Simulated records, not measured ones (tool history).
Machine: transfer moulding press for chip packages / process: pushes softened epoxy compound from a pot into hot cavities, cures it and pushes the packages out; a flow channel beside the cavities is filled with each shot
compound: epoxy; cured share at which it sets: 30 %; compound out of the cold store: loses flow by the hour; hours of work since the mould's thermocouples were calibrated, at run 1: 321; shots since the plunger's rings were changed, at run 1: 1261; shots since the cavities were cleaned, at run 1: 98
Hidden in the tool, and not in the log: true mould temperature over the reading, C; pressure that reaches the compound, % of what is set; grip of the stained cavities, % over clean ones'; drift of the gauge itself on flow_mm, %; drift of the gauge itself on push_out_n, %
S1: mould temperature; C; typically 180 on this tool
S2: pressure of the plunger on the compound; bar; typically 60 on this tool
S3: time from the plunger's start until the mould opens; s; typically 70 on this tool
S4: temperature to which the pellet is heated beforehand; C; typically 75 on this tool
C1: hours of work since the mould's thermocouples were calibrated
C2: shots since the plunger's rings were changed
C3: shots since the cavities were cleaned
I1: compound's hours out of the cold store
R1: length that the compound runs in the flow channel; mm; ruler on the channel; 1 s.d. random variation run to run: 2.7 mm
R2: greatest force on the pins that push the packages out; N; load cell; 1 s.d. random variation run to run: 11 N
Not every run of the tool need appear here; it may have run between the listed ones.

{"run": 1, "hour": 0.0, "S1": 180, "S2": 60, "S3": 70, "S4": 75, "C1": 321, "C2": 1261, "C3": 98, "I1": 11.3, "R1": 799, "R2": 526}
{"run": 2, "hour": 8.9, "S1": 180, "S2": 60, "S3": 70, "S4": 75, "C1": 325, "C2": 1364, "C3": 201, "I1": 45.3, "R1": 685, "R2": 464}
{"run": 3, "hour": 19.3, "S1": 180, "S2": 60, "S3": 70, "S4": 75, "C1": 331, "C2": 1485, "C3": 322, "I1": 15.1, "R1": 785, "R2": 527}
{"run": 4, "hour": 39.1, "S1": 180, "S2": 60, "S3": 70, "S4": 75, "C1": 340, "C2": 1714, "C3": 551, "I1": 44.6, "R1": 690, "R2": 479}
{"run": 5, "hour": 55.7, "S1": 180, "S2": 60, "S3": 69, "S4": 75, "C1": 348, "C2": 1906, "C3": 743, "I1": 18.1, "R1": 777, "R2": 522}
{"hour": 74.3, "done": "cavities cleaned with cleaning compound and waxed"}
{"run": 6, "hour": 77.2, "S1": 180, "S2": 60, "S3": 69, "S4": 75, "C1": 358, "C2": 2139, "C3": 34, "I1": 45.7, "R1": 683, "R2": 492}
{"run": 7, "hour": 96.3, "S1": 180, "S2": 60, "S3": 54, "S4": 75, "C1": 367, "C2": 2360, "C3": 255, "I1": 28.9, "R1": 737, "R2": 947}
{"run": 8, "hour": 116.6, "S1": 180, "S2": 60, "S3": 70, "S4": 82, "C1": 377, "C2": 2595, "C3": 490, "I1": 29.6, "R1": 740, "R2": 484}
{"run": 9, "hour": 127.3, "S1": 180, "S2": 60, "S3": 70, "S4": 82, "C1": 383, "C2": 2720, "C3": 615, "I1": 37.7, "R1": 708, "R2": 469}
{"run": 10, "hour": 145.5, "S1": 180, "S2": 60, "S3": 70, "S4": 82, "C1": 391, "C2": 2931, "C3": 826, "I1": 17.1, "R1": 782, "R2": 505}
{"hour": 157.0, "done": "cavities cleaned with cleaning compound and waxed"}
{"run": 11, "hour": 163.4, "S1": 180, "S2": 60, "S3": 87, "S4": 75, "C1": 400, "C2": 3121, "C3": 75, "I1": 11.1, "R1": 806, "R2": 359}
{"run": 12, "hour": 180.6, "S1": 180, "S2": 60, "S3": 87, "S4": 75, "C1": 408, "C2": 3320, "C3": 274, "I1": 32, "R1": 725, "R2": 345}
{"run": 13, "hour": 196.1, "S1": 180, "S2": 60, "S3": 52, "S4": 75, "C1": 415, "C2": 3500, "C3": 454, "I1": 14, "R1": 789, "R2": 1077}
{"run": 14, "hour": 209.2, "S1": 180, "S2": 60, "S3": 52, "S4": 75, "C1": 422, "C2": 3651, "C3": 605, "I1": 11.7, "R1": 793, "R2": 1103}
{"run": 15, "hour": 226.1, "S1": 185, "S2": 61.9, "S3": 70, "S4": 72, "C1": 430, "C2": 3848, "C3": 802, "I1": 16.6, "R1": 789, "R2": 401}
{"run": 16, "hour": 237.9, "S1": 180, "S2": 46.7, "S3": 54, "S4": 75, "C1": 436, "C2": 3984, "C3": 938, "I1": 46.8, "R1": 601, "R2": 833}
{"hour": 240.6, "done": "cavities cleaned with cleaning compound and waxed"}
{"run": 17, "hour": 260.8, "S1": 174, "S2": 58.7, "S3": 63, "S4": 71, "C1": 446, "C2": 4232, "C3": 234, "I1": 46, "R1": 681, "R2": 887}
{"run": 18, "hour": 281.2, "S1": 174, "S2": 58.7, "S3": 63, "S4": 71, "C1": 456, "C2": 4469, "C3": 471, "I1": 33.2, "R1": 723, "R2": 905}
{"run": 19, "hour": 293.6, "S1": 174, "S2": 58.7, "S3": 63, "S4": 71, "C1": 462, "C2": 4613, "C3": 615, "I1": 45.7, "R1": 681, "R2": 904}
{"run": 20, "hour": 310.7, "S1": 178, "S2": 60, "S3": 78, "S4": 75, "C1": 471, "C2": 4811, "C3": 813, "I1": 44.5, "R1": 685, "R2": 411}
{"hour": 323.7, "done": "cavities cleaned with cleaning compound and waxed"}
{"run": 21, "hour": 330.8, "S1": 188, "S2": 55.6, "S3": 56, "S4": 73, "C1": 480, "C2": 5026, "C3": 82, "I1": 26.9, "R1": 708, "R2": 541}
{"run": 22, "hour": 350.7, "S1": 188, "S2": 55.6, "S3": 56, "S4": 73, "C1": 490, "C2": 5257, "C3": 313, "I1": 28, "R1": 705, "R2": 534}
{"run": 23, "hour": 368.7, "S1": 183, "S2": 47.3, "S3": 70, "S4": 75, "C1": 498, "C2": 5465, "C3": 521, "I1": 32.3, "R1": 640, "R2": 415}
{"run": 24, "hour": 383.6, "S1": 183, "S2": 47.3, "S3": 70, "S4": 75, "C1": 506, "C2": 5639, "C3": 695, "I1": 14.8, "R1": 693, "R2": 430}
{"run": 25, "hour": 396.8, "S1": 180, "S2": 68.8, "S3": 99, "S4": 65, "C1": 512, "C2": 5792, "C3": 848, "I1": 40.6, "R1": 754, "R2": 325}
{"hour": 408.1, "done": "cavities cleaned with cleaning compound and waxed"}
{"run": 26, "hour": 417.8, "S1": 180, "S2": 68.8, "S3": 99, "S4": 65, "C1": 522, "C2": 6017, "C3": 112, "I1": 13.3, "R1": 849, "R2": 336}
{"run": 27, "hour": 435.4, "S1": 182, "S2": 68.8, "S3": 51, "S4": 65, "C1": 530, "C2": 6222, "C3": 317, "I1": 19.6, "R1": 816, "R2": 1024}
{"run": 28, "hour": 455.1, "S1": 180, "S2": 60.2, "S3": 70, "S4": 75, "C1": 540, "C2": 6450, "C3": 545, "I1": 44.6, "R1": 686, "R2": 475}

3 ways to go on from here, each from the tool as it stands after run 28. What would each give?
{"hour": 464.5, "done": "plunger's sealing rings changed"}
{"run": "A", "hour": 467.9, "S1": 172, "S2": 60.2, "S3": 70, "S4": 75, "C1": 545, "C2": 39, "C3": 664, "I1": 25.9, "R1": "?", "R2": "?"}
{"hour": 464.5, "done": "plunger's sealing rings changed"}
{"run": "B", "hour": 467.9, "S1": 174, "S2": 60.2, "S3": 67, "S4": 68, "C1": 545, "C2": 39, "C3": 664, "I1": 28.1, "R1": "?", "R2": "?"}
{"hour": 464.5, "done": "plunger's sealing rings changed"}
{"run": "C", "hour": 467.9, "S1": 182, "S2": 60, "S3": 61, "S4": 65, "C1": 545, "C2": 39, "C3": 664, "I1": 15.8, "R1": "?", "R2": "?"}

run=A R1=758 R2=813
run=B R1=747 R2=824
run=C R1=781 R2=677
With no hidden state in the tool, these same runs would have given:
run=A R1=758 R2=808
run=B R1=747 R2=818
run=C R1=781 R2=673
